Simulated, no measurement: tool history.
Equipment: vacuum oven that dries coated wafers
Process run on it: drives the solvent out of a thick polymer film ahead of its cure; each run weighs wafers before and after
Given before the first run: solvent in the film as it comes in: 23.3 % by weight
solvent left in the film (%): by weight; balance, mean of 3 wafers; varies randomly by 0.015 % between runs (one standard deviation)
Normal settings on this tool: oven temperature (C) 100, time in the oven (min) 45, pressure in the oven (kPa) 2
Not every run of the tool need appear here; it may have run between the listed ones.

run     day  oven temperature (C)  time in the oven (min)  pressure in the oven (kPa)  solvent left in the film (%)
  1       0                   100                      45                           2                          1.82
  2   2.708                   100                      45                           2                          1.78
  3   5.867                   100                      45                           2                          1.81
  4   9.008                   100                      45                           2                          1.77
  5  11.358                   100                      43                           2                          1.89
  6  13.342                   100                      23                           2                          4.28

Estimate the outcome of run 7 from the log above:
  7  15.867                    87                      47                        2.32                             ?

{"run 7": {"solvent left in the film (%)": 4.67}}
Had the tool carried no hidden state, the very same run would have given solvent left in the film (%) 4.67.
